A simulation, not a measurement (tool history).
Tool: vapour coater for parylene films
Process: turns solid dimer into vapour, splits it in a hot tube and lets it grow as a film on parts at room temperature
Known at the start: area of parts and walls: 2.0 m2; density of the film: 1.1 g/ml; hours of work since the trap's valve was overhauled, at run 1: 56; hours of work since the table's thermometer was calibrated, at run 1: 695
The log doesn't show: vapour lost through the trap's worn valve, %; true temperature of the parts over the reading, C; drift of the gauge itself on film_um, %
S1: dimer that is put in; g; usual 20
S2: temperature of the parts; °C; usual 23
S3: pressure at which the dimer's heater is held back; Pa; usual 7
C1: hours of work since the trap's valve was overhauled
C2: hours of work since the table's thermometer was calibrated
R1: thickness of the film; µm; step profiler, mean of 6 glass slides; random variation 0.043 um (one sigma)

Run 1, hour 0: usual settings; C1 56; C2 695. Result: R1 4.83 µm.
Run 2, hour 9.9: usual settings but S1 13 g; C1 64; C2 703. Result: R1 3.11 µm.
Run 3, hour 29.2: usual settings but S1 13 g; C1 80; C2 719. Result: R1 3.18 µm.
Run 4, hour 51: usual settings but S1 13 g; C1 99; C2 738. Result: R1 3.15 µm.
Run 5, hour 63.2: usual settings but S1 13 g; C1 109; C2 748. Result: R1 3.09 µm.
Run 6, hour 83.2: usual settings but S3 11.47 Pa; C1 125; C2 764. Result: R1 4.53 µm.
Run 7, hour 99.5: usual settings but S3 11.47 Pa; C1 139; C2 778. Result: R1 4.46 µm.
Run 8, hour 120.9: usual settings but S3 11.47 Pa; C1 157; C2 796. Result: R1 4.47 µm.
Run 9, hour 134.8: usual settings but S2 24 °C; C1 168; C2 807. Result: R1 4.63 µm.
Run 10, hour 153: usual settings; C1 184; C2 823. Result: R1 4.74 µm.
Run 11, hour 175.6: usual settings; C1 203; C2 842. Result: R1 4.83 µm.
Run 12, hour 195.9: usual settings; C1 219; C2 858. Result: R1 4.84 µm.
Run 13, hour 215.8: usual settings; C1 236; C2 875. Result: R1 4.82 µm.
Run 14, hour 239: usual settings but S1 10 g; C1 255; C2 894. Result: R1 2.4 µm.
Run 15, hour 262.5: usual settings but S1 10 g, S3 9.86 Pa; C1 275; C2 914. Result: R1 2.24 µm.
Run 16, hour 272.2: usual settings but S1 10 g, S3 9.86 Pa; C1 283; C2 922. Result: R1 2.26 µm.
Run 17, hour 293.3: usual settings but S1 10 g, S3 9.86 Pa; C1 301; C2 940. Result: R1 2.3 µm.
Run 18, hour 303.2: usual settings but S3 2.65 Pa; C1 309; C2 948. Result: R1 5.66 µm.
Run 19, hour 314.1: usual settings but S3 2.65 Pa; C1 318; C2 957. Result: R1 5.64 µm.
Run 20, hour 324.5: usual settings but S3 2.65 Pa; C1 327; C2 966. Result: R1 5.62 µm.
Run 21, hour 336.7: usual settings; C1 337; C2 976. Result: R1 4.79 µm.
Run 22, hour 355.1: usual settings but S3 4.92 Pa; C1 352; C2 991. Result: R1 5.14 µm.
Run 23, hour 377.8: usual settings but S1 10 g; C1 371; C2 1010. Result: R1 2.47 µm.
At hour 386.6: trap's valve overhauled.
Run 24, hour 402.5: usual settings but S1 32 g; C1 13; C2 1028. Result: R1 7.62 µm.
Run 25, hour 420.5: usual settings but S1 11 g, S2 19 °C, S3 3.5 Pa; C1 28; C2 1043. Result: R1 3.55 µm.
Run 26, hour 442.1: usual settings but S1 16 g, S2 18 °C, S3 4.76 Pa; C1 46; C2 1061. Result: R1 5.22 µm.
Run 27, hour 457: usual settings but S3 4.56 Pa; C1 59; C2 1073. Result: R1 5.13 µm.
Run 28, hour 476.9: usual settings but S1 12 g, S3 4.74 Pa; C1 75; C2 1090. Result: R1 3.08 µm.
Run 29, hour 490: usual settings but S1 31 g, S2 27 °C, S3 10 Pa; C1 86; C2 1101. Result: R1 5.84 µm.
Run 30, hour 501.1: usual settings but S1 31 g, S2 27 °C, S3 10 Pa; C1 96; C2 1110. Result: R1 5.9 µm.
Run 31, hour 523.3: usual settings but S1 31 g, S2 27 °C, S3 10 Pa; C1 114; C2 1128. Result: R1 5.85 µm.
Run 32, hour 534.3: usual settings but S1 16 g, S2 20 °C, S3 2.03 Pa; C1 123; C2 1138. Result: R1 5.49 µm.
Run 33, hour 553.6: usual settings but S1 16 g, S2 32 °C, S3 2.03 Pa; C1 139; C2 1154. Result: R1 3.07 µm.
Run 34, hour 571.9: usual settings but S1 16 g, S2 32 °C, S3 2.03 Pa; C1 155; C2 1169. Result: R1 3.13 µm.
Run 35, hour 588.7: usual settings but S3 10.84 Pa; C1 169; C2 1183. Result: R1 4.5 µm.
Run 36, hour 601.5: usual settings but S3 4.73 Pa; C1 179; C2 1194. Result: R1 5.17 µm.
Run 37, hour 623.2: usual settings but S1 11 g, S2 21 °C, S3 2.78 Pa; C1 198; C2 1212. Result: R1 3.41 µm.
Run 38, hour 640.4: usual settings but S1 22 g, S2 16 °C, S3 11.42 Pa; C1 212; C2 1226. Result: R1 6.73 µm.
Run 39, hour 657.7: usual settings but S1 36 g, S2 29 °C, S3 11.42 Pa; C1 226; C2 1241. Result: R1 6.01 µm.
Run 40, hour 672.3: usual settings but S1 14 g, S2 27 °C, S3 2.34 Pa; C1 238; C2 1253. Result: R1 3.28 µm.
Run 41, hour 682.1: usual settings but S1 8 g, S2 33 °C; C1 247; C2 1261. Result: R1 1.21 µm.
Run 42, hour 692.5: usual settings but S1 35 g, S2 19 °C, S3 2.5 Pa; C1 255; C2 1270. Result: R1 12.07 µm.
Run 43, hour 716.3: usual settings but S2 19 °C, S3 6.22 Pa; C1 275; C2 1290. Result: R1 5.85 µm.
Run 44, hour 738.1: usual settings but S2 19 °C, S3 6.22 Pa; C1 293; C2 1308. Result: R1 5.95 µm.
Run 45, hour 758.2: usual settings but S2 16 °C, S3 2.24 Pa; C1 310; C2 1325. Result: R1 8 µm.
Run 46, hour 770.7: usual settings but S1 12 g, S2 32 °C, S3 2.24 Pa; C1 321; C2 1335. Result: R1 2.28 µm.

The same runs without the tool's hidden state, with the same run-to-run variation:
run     R1
  1   4.84
  2   3.12
  3   3.19
  4   3.16
  5    3.1
  6   4.54
  7   4.47
  8   4.48
  9   4.64
 10   4.76
 11   4.85
 12   4.86
 13   4.84
 14   2.41
 15   2.25
 16   2.27
 17   2.31
 18   5.69
 19   5.67
 20   5.65
 21   4.82
 22   5.17
 23   2.49
 24   7.63
 25   3.56
 26   5.23
 27   5.14
 28   3.09
 29   5.85
 30   5.91
 31   5.87
 32   5.51
 33   3.08
 34   3.15
 35   4.52
 36   5.19
 37   3.43
 38   6.76
 39   6.04
 40    3.3
 41   1.22
 42  12.13
 43   5.89
 44   5.99
 45   8.04
 46   2.29

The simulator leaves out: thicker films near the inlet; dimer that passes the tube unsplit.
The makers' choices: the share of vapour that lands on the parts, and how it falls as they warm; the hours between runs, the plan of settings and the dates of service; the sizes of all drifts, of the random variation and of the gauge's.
